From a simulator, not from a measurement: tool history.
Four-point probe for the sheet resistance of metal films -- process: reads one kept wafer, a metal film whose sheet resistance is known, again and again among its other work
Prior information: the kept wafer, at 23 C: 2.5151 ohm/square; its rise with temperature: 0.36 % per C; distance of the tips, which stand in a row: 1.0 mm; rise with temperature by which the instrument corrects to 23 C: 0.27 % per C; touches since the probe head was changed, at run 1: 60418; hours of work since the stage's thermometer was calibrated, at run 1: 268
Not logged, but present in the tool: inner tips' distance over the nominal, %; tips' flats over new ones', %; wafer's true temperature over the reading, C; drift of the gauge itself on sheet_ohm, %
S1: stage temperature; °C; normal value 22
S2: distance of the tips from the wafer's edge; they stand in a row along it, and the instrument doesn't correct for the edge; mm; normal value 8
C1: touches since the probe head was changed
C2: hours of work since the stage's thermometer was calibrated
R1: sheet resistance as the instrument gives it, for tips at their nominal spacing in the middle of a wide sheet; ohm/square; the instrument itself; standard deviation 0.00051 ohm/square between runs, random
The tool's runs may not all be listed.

{"run": 1, "day": 0.0, "S1": 22, "S2": 8, "C1": 60418, "C2": 268, "R1": 2.535793}
{"run": 2, "day": 0.621, "S1": 22, "S2": 8, "C1": 61000, "C2": 275, "R1": 2.535268}
{"run": 3, "day": 1.383, "S1": 27, "S2": 8, "C1": 61717, "C2": 285, "R1": 2.546549}
{"run": 4, "day": 1.788, "S1": 24, "S2": 8, "C1": 62095, "C2": 290, "R1": 2.539245}
{"run": 5, "day": 2.392, "S1": 32, "S2": 8, "C1": 62660, "C2": 298, "R1": 2.55836}
{"run": 6, "day": 3.121, "S1": 22, "S2": 25, "C1": 63348, "C2": 307, "R1": 2.516977}
{"run": 7, "day": 3.762, "S1": 22, "S2": 25, "C1": 63948, "C2": 315, "R1": 2.516684}
{"run": 8, "day": 4.292, "S1": 22, "S2": 25, "C1": 64445, "C2": 322, "R1": 2.517669}
{"run": 9, "day": 4.704, "S1": 22, "S2": 25, "C1": 64831, "C2": 327, "R1": 2.5174}
{"run": 10, "day": 5.383, "S1": 22, "S2": 25, "C1": 65469, "C2": 336, "R1": 2.517207}
{"run": 11, "day": 5.717, "S1": 22, "S2": 25, "C1": 65783, "C2": 340, "R1": 2.516886}
{"run": 12, "day": 6.046, "S1": 22, "S2": 8, "C1": 66089, "C2": 344, "R1": 2.536707}
{"run": 13, "day": 6.55, "S1": 22, "S2": 8, "C1": 66562, "C2": 351, "R1": 2.53593}
{"run": 14, "day": 6.946, "S1": 22, "S2": 8, "C1": 66935, "C2": 356, "R1": 2.536648}
{"run": 15, "day": 7.283, "S1": 22, "S2": 8, "C1": 67250, "C2": 360, "R1": 2.535768}
{"run": 16, "day": 7.912, "S1": 22, "S2": 8, "C1": 67841, "C2": 368, "R1": 2.536173}
{"run": 17, "day": 8.671, "S1": 22, "S2": 36, "C1": 68554, "C2": 378, "R1": 2.516192}
{"day": 8.75, "done": "stage's thermometer calibrated"}
{"run": 18, "day": 9.108, "S1": 28, "S2": 8, "C1": 68946, "C2": 5, "R1": 2.54892}
{"run": 19, "day": 9.867, "S1": 28, "S2": 8, "C1": 69657, "C2": 14, "R1": 2.549577}
{"day": 10.096, "done": "stage's thermometer calibrated, once more"}
{"run": 20, "day": 10.638, "S1": 22, "S2": 63, "C1": 70360, "C2": 7, "R1": 2.517166}
{"run": 21, "day": 11.083, "S1": 22, "S2": 63, "C1": 70780, "C2": 13, "R1": 2.517894}
{"run": 22, "day": 11.604, "S1": 22, "S2": 63, "C1": 71265, "C2": 19, "R1": 2.517732}
{"run": 23, "day": 12.075, "S1": 25, "S2": 12, "C1": 71710, "C2": 25, "R1": 2.533142}
{"run": 24, "day": 12.758, "S1": 31, "S2": 54, "C1": 72351, "C2": 34, "R1": 2.538434}
{"run": 25, "day": 13.183, "S1": 31, "S2": 54, "C1": 72748, "C2": 39, "R1": 2.536956}
{"run": 26, "day": 13.838, "S1": 31, "S2": 54, "C1": 73364, "C2": 48, "R1": 2.53789}
{"run": 27, "day": 14.279, "S1": 23, "S2": 8, "C1": 73779, "C2": 53, "R1": 2.54152}
{"run": 28, "day": 15.067, "S1": 23, "S2": 8, "C1": 74514, "C2": 63, "R1": 2.541781}
{"run": 29, "day": 15.412, "S1": 19, "S2": 3, "C1": 74841, "C2": 68, "R1": 2.65176}
{"run": 30, "day": 15.754, "S1": 19, "S2": 3, "C1": 75162, "C2": 72, "R1": 2.652659}
{"run": 31, "day": 16.367, "S1": 19, "S2": 3, "C1": 75735, "C2": 80, "R1": 2.653221}
{"run": 32, "day": 17.15, "S1": 19, "S2": 3, "C1": 76469, "C2": 90, "R1": 2.652692}
{"run": 33, "day": 17.846, "S1": 19, "S2": 3, "C1": 77123, "C2": 99, "R1": 2.653411}
{"run": 34, "day": 18.525, "S1": 19, "S2": 3, "C1": 77762, "C2": 107, "R1": 2.652334}
{"run": 35, "day": 19.329, "S1": 22, "S2": 9, "C1": 78516, "C2": 117, "R1": 2.534223}
{"run": 36, "day": 19.658, "S1": 22, "S2": 9, "C1": 78823, "C2": 122, "R1": 2.535358}
{"run": 37, "day": 20.442, "S1": 19, "S2": 45, "C1": 79559, "C2": 132, "R1": 2.512961}
{"run": 38, "day": 20.892, "S1": 19, "S2": 45, "C1": 79980, "C2": 137, "R1": 2.512944}
{"run": 39, "day": 21.333, "S1": 32, "S2": 4, "C1": 80396, "C2": 143, "R1": 2.622458}
{"run": 40, "day": 21.938, "S1": 22, "S2": 4, "C1": 80964, "C2": 151, "R1": 2.601726}
{"run": 41, "day": 22.662, "S1": 22, "S2": 4, "C1": 81644, "C2": 160, "R1": 2.600773}
{"run": 42, "day": 23.404, "S1": 22, "S2": 61, "C1": 82339, "C2": 169, "R1": 2.519293}
{"day": 23.667, "done": "new probe head fitted"}
{"run": 43, "day": 24.112, "S1": 32, "S2": 4, "C1": 419, "C2": 178, "R1": 2.598374}
{"run": 44, "day": 24.688, "S1": 32, "S2": 4, "C1": 957, "C2": 185, "R1": 2.598814}

What if the next run were any one of these 3? Each begins from the tool's condition after run 44:
{"run": "A", "day": 25.158, "S1": 18, "S2": 9, "C1": 1402, "C2": 191, "R1": "?"}
{"run": "B", "day": 25.158, "S1": 22, "S2": 8, "C1": 1402, "C2": 191, "R1": "?"}
{"run": "C", "day": 25.158, "S1": 32, "S2": 14, "C1": 1402, "C2": 191, "R1": "?"}

run=A R1=2.502827
run=B R1=2.515829
run=C R1=2.523874
Without the tool's unlogged condition, the same runs would have read:
run=A R1=2.520478
run=B R1=2.533571
run=C R1=2.541683
